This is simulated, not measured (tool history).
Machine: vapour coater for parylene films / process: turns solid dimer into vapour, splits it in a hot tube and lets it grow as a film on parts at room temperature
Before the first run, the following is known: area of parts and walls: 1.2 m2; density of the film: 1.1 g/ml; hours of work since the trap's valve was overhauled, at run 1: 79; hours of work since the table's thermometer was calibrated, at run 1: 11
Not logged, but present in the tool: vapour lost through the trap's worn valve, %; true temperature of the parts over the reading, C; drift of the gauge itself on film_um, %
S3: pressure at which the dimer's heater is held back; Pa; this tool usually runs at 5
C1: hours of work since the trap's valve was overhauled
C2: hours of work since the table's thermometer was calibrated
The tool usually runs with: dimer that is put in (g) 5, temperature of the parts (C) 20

{"run": 1, "hour": 0.0, "dimer that is put in (g)": 5, "temperature of the parts (C)": 20, "S3": 5, "C1": 79, "C2": 11, "thickness of the film (um)": 2}
{"run": 2, "hour": 21.2, "dimer that is put in (g)": 5, "temperature of the parts (C)": 20, "S3": 5, "C1": 90, "C2": 22, "thickness of the film (um)": 1.96}
{"run": 3, "hour": 37.1, "dimer that is put in (g)": 5, "temperature of the parts (C)": 20, "S3": 5, "C1": 98, "C2": 30, "thickness of the film (um)": 1.96}
{"run": 4, "hour": 48.8, "dimer that is put in (g)": 5, "temperature of the parts (C)": 20, "S3": 5, "C1": 104, "C2": 37, "thickness of the film (um)": 1.99}
{"run": 5, "hour": 64.5, "dimer that is put in (g)": 5, "temperature of the parts (C)": 19, "S3": 5, "C1": 113, "C2": 45, "thickness of the film (um)": 2.07}
{"run": 6, "hour": 87.5, "dimer that is put in (g)": 5, "temperature of the parts (C)": 20, "S3": 5, "C1": 125, "C2": 57, "thickness of the film (um)": 1.96}
{"run": 7, "hour": 111.0, "dimer that is put in (g)": 5, "temperature of the parts (C)": 20, "S3": 5, "C1": 137, "C2": 69, "thickness of the film (um)": 1.95}
{"run": 8, "hour": 132.6, "dimer that is put in (g)": 5, "temperature of the parts (C)": 20, "S3": 5, "C1": 149, "C2": 81, "thickness of the film (um)": 1.98}
{"run": 9, "hour": 149.3, "dimer that is put in (g)": 5, "temperature of the parts (C)": 20, "S3": 5, "C1": 158, "C2": 90, "thickness of the film (um)": 1.95}
{"run": 10, "hour": 168.6, "dimer that is put in (g)": 5, "temperature of the parts (C)": 20, "S3": 5, "C1": 168, "C2": 100, "thickness of the film (um)": 1.96}
{"run": 11, "hour": 189.0, "dimer that is put in (g)": 5, "temperature of the parts (C)": 20, "S3": 5, "C1": 179, "C2": 111, "thickness of the film (um)": 1.95}
{"run": 12, "hour": 213.8, "dimer that is put in (g)": 5, "temperature of the parts (C)": 27, "S3": 5, "C1": 192, "C2": 124, "thickness of the film (um)": 1.39}
{"run": 13, "hour": 238.9, "dimer that is put in (g)": 5, "temperature of the parts (C)": 20, "S3": 6.15, "C1": 205, "C2": 137, "thickness of the film (um)": 1.85}
{"run": 14, "hour": 259.5, "dimer that is put in (g)": 5, "temperature of the parts (C)": 20, "S3": 6.15, "C1": 216, "C2": 148, "thickness of the film (um)": 1.84}
{"run": 15, "hour": 275.6, "dimer that is put in (g)": 5, "temperature of the parts (C)": 20, "S3": 6.15, "C1": 224, "C2": 157, "thickness of the film (um)": 1.77}
{"run": 16, "hour": 300.1, "dimer that is put in (g)": 5, "temperature of the parts (C)": 20, "S3": 6.72, "C1": 237, "C2": 170, "thickness of the film (um)": 1.78}
{"run": 17, "hour": 322.5, "dimer that is put in (g)": 5, "temperature of the parts (C)": 20, "S3": 6.72, "C1": 249, "C2": 181, "thickness of the film (um)": 1.73}
{"run": 18, "hour": 334.4, "dimer that is put in (g)": 5, "temperature of the parts (C)": 21, "S3": 6.72, "C1": 256, "C2": 188, "thickness of the film (um)": 1.68}
{"run": 19, "hour": 357.5, "dimer that is put in (g)": 5, "temperature of the parts (C)": 21, "S3": 6.72, "C1": 268, "C2": 200, "thickness of the film (um)": 1.7}
{"run": 20, "hour": 379.6, "dimer that is put in (g)": 5, "temperature of the parts (C)": 30, "S3": 5, "C1": 279, "C2": 212, "thickness of the film (um)": 1.15}
{"run": 21, "hour": 391.9, "dimer that is put in (g)": 5, "temperature of the parts (C)": 20, "S3": 5, "C1": 286, "C2": 218, "thickness of the film (um)": 1.86}
{"run": 22, "hour": 407.1, "dimer that is put in (g)": 5, "temperature of the parts (C)": 20, "S3": 5, "C1": 294, "C2": 226, "thickness of the film (um)": 1.82}
{"run": 23, "hour": 419.7, "dimer that is put in (g)": 5, "temperature of the parts (C)": 20, "S3": 5, "C1": 301, "C2": 233, "thickness of the film (um)": 1.82}
{"run": 24, "hour": 443.6, "dimer that is put in (g)": 2, "temperature of the parts (C)": 17, "S3": 5, "C1": 313, "C2": 246, "thickness of the film (um)": 0.85}
{"run": 25, "hour": 463.5, "dimer that is put in (g)": 2, "temperature of the parts (C)": 20, "S3": 2.72, "C1": 324, "C2": 256, "thickness of the film (um)": 0.81}
{"run": 26, "hour": 478.9, "dimer that is put in (g)": 5, "temperature of the parts (C)": 26, "S3": 8.71, "C1": 332, "C2": 264, "thickness of the film (um)": 1.21}
{"hour": 481.4, "done": "table's thermometer calibrated"}
{"hour": 488.9, "done": "trap's valve overhauled"}
{"run": 27, "hour": 508.0, "dimer that is put in (g)": 5, "temperature of the parts (C)": 26, "S3": 8.71, "C1": 10, "C2": 12, "thickness of the film (um)": 1.37}
{"hour": 524.5, "done": "table's thermometer calibrated, once more"}
{"run": 28, "hour": 533.1, "dimer that is put in (g)": 5, "temperature of the parts (C)": 14, "S3": 5, "C1": 23, "C2": 5, "thickness of the film (um)": 2.66}
{"run": 29, "hour": 550.5, "dimer that is put in (g)": 5, "temperature of the parts (C)": 14, "S3": 5, "C1": 32, "C2": 14, "thickness of the film (um)": 2.65}
{"run": 30, "hour": 564.7, "dimer that is put in (g)": 5, "temperature of the parts (C)": 14, "S3": 5, "C1": 40, "C2": 21, "thickness of the film (um)": 2.67}
{"run": 31, "hour": 586.4, "dimer that is put in (g)": 3, "temperature of the parts (C)": 17, "S3": 5.54, "C1": 51, "C2": 33, "thickness of the film (um)": 1.32}
{"run": 32, "hour": 610.4, "dimer that is put in (g)": 4, "temperature of the parts (C)": 32, "S3": 3.07, "C1": 64, "C2": 45, "thickness of the film (um)": 1.06}
{"run": 33, "hour": 632.1, "dimer that is put in (g)": 8, "temperature of the parts (C)": 13, "S3": 5.62, "C1": 75, "C2": 57, "thickness of the film (um)": 4.2}
{"run": 34, "hour": 653.3, "dimer that is put in (g)": 8, "temperature of the parts (C)": 13, "S3": 5.62, "C1": 86, "C2": 68, "thickness of the film (um)": 4.26}
{"run": 35, "hour": 665.9, "dimer that is put in (g)": 8, "temperature of the parts (C)": 13, "S3": 5.62, "C1": 93, "C2": 75, "thickness of the film (um)": 4.19}
{"run": 36, "hour": 687.0, "dimer that is put in (g)": 8, "temperature of the parts (C)": 13, "S3": 5.62, "C1": 104, "C2": 86, "thickness of the film (um)": 4.13}
{"run": 37, "hour": 705.9, "dimer that is put in (g)": 8, "temperature of the parts (C)": 13, "S3": 5.62, "C1": 114, "C2": 96, "thickness of the film (um)": 4.26}
{"run": 38, "hour": 717.9, "dimer that is put in (g)": 8, "temperature of the parts (C)": 13, "S3": 5.62, "C1": 121, "C2": 102, "thickness of the film (um)": 4.22}
{"run": 39, "hour": 738.1, "dimer that is put in (g)": 8, "temperature of the parts (C)": 13, "S3": 5.62, "C1": 131, "C2": 113, "thickness of the film (um)": 4.15}
{"run": 40, "hour": 752.9, "dimer that is put in (g)": 6, "temperature of the parts (C)": 22, "S3": 2.08, "C1": 139, "C2": 121, "thickness of the film (um)": 2.57}
{"run": 41, "hour": 775.0, "dimer that is put in (g)": 5, "temperature of the parts (C)": 28, "S3": 5.06, "C1": 151, "C2": 133, "thickness of the film (um)": 1.33}
{"run": 42, "hour": 789.2, "dimer that is put in (g)": 5, "temperature of the parts (C)": 28, "S3": 5.06, "C1": 158, "C2": 140, "thickness of the film (um)": 1.35}
{"run": 43, "hour": 805.3, "dimer that is put in (g)": 5, "temperature of the parts (C)": 28, "S3": 5.06, "C1": 167, "C2": 149, "thickness of the film (um)": 1.34}
{"run": 44, "hour": 821.6, "dimer that is put in (g)": 5, "temperature of the parts (C)": 19, "S3": 2.82, "C1": 176, "C2": 157, "thickness of the film (um)": 2.32}
{"run": 45, "hour": 844.0, "dimer that is put in (g)": 2, "temperature of the parts (C)": 19, "S3": 3.75, "C1": 187, "C2": 169, "thickness of the film (um)": 0.87}
{"run": 46, "hour": 863.7, "dimer that is put in (g)": 2, "temperature of the parts (C)": 19, "S3": 3.75, "C1": 198, "C2": 180, "thickness of the film (um)": 0.81}

The same runs without the tool's hidden state, with the same run-to-run variation:
run=1 thickness_of_the_film_(um)=2.05
run=2 thickness_of_the_film_(um)=2.02
run=3 thickness_of_the_film_(um)=2.03
run=4 thickness_of_the_film_(um)=2.07
run=5 thickness_of_the_film_(um)=2.16
run=6 thickness_of_the_film_(um)=2.05
run=7 thickness_of_the_film_(um)=2.05
run=8 thickness_of_the_film_(um)=2.09
run=9 thickness_of_the_film_(um)=2.06
run=10 thickness_of_the_film_(um)=2.09
run=11 thickness_of_the_film_(um)=2.09
run=12 thickness_of_the_film_(um)=1.5
run=13 thickness_of_the_film_(um)=2
run=14 thickness_of_the_film_(um)=2
run=15 thickness_of_the_film_(um)=1.94
run=16 thickness_of_the_film_(um)=1.96
run=17 thickness_of_the_film_(um)=1.91
run=18 thickness_of_the_film_(um)=1.85
run=19 thickness_of_the_film_(um)=1.89
run=20 thickness_of_the_film_(um)=1.29
run=21 thickness_of_the_film_(um)=2.09
run=22 thickness_of_the_film_(um)=2.05
run=23 thickness_of_the_film_(um)=2.05
run=24 thickness_of_the_film_(um)=0.97
run=25 thickness_of_the_film_(um)=0.92
run=26 thickness_of_the_film_(um)=1.39
run=27 thickness_of_the_film_(um)=1.39
run=28 thickness_of_the_film_(um)=2.7
run=29 thickness_of_the_film_(um)=2.7
run=30 thickness_of_the_film_(um)=2.73
run=31 thickness_of_the_film_(um)=1.36
run=32 thickness_of_the_film_(um)=1.09
run=33 thickness_of_the_film_(um)=4.36
run=34 thickness_of_the_film_(um)=4.44
run=35 thickness_of_the_film_(um)=4.38
run=36 thickness_of_the_film_(um)=4.33
run=37 thickness_of_the_film_(um)=4.49
run=38 thickness_of_the_film_(um)=4.46
run=39 thickness_of_the_film_(um)=4.41
run=40 thickness_of_the_film_(um)=2.73
run=41 thickness_of_the_film_(um)=1.42
run=42 thickness_of_the_film_(um)=1.45
run=43 thickness_of_the_film_(um)=1.44
run=44 thickness_of_the_film_(um)=2.51
run=45 thickness_of_the_film_(um)=0.95
run=46 thickness_of_the_film_(um)=0.89
